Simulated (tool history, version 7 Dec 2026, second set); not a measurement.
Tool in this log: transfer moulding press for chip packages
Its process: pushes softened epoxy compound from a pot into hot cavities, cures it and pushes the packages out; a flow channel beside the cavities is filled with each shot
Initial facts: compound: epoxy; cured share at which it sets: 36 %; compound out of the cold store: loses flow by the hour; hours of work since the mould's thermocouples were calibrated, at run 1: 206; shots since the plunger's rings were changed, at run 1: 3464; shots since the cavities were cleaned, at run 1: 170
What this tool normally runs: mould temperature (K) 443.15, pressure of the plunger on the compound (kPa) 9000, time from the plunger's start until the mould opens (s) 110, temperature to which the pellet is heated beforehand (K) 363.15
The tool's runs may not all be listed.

run	hour	mould temperature (K)	pressure of the plunger on the compound (kPa)	time from the plunger's start until the mould opens (s)	temperature to which the pellet is heated beforehand (K)	hours of work since the mould's thermocouples were calibrated	shots since the plunger's rings were changed	shots since the cavities were cleaned	incoming compound's hours out of the cold store	length that the compound runs in the flow channel (mm)	greatest force on the pins that push the packages out (N)
1	0	443.15	9000	110	363.15	206	3464	170	21.9	771	628
2	11.1	443.15	9000	110	363.15	212	3576	282	36.6	708	655
3	15.6	443.15	9000	110	363.15	215	3622	328	11.2	815	718
4	22.7	443.15	9000	110	363.15	219	3694	400	10.9	819	762
5	28.7	443.15	9000	110	363.15	222	3755	461	15.5	800	742
# hour 36.4: cavities cleaned with cleaning compound and waxed
6	38.7	443.15	9000	110	363.15	227	3842	24	38.2	705	521
7	46.6	450.15	9000	110	363.15	231	3921	103	37	691	515
8	54.7	443.15	9000	110	363.15	236	4004	186	44.9	673	632
9	60.6	443.15	9000	110	363.15	239	4064	246	29.5	736	671
10	69.8	443.15	10050	110	363.15	244	4157	339	16.2	842	702
11	74.7	443.15	9000	110	363.15	247	4207	389	8.8	816	746
12	84.6	443.15	9000	110	373.15	253	4308	490	18.7	780	745
# hour 89.8: cavities cleaned with cleaning compound and waxed
13	96.1	443.15	9000	133	363.15	258	4409	64	23.9	756	487
14	100.8	443.15	9000	133	363.15	261	4457	112	43.1	687	495

Estimate the outcome of run 15 from the log above:
15	107.6	443.15	9000	133	363.15	265	4526	181	36.1	?	?

length that the compound runs in the flow channel (mm): 709
greatest force on the pins that push the packages out (N): 535
With the hidden condition absent and the run-to-run variation left alone, this run would have shown length that the compound runs in the flow channel (mm) 734, greatest force on the pins that push the packages out (N) 441.
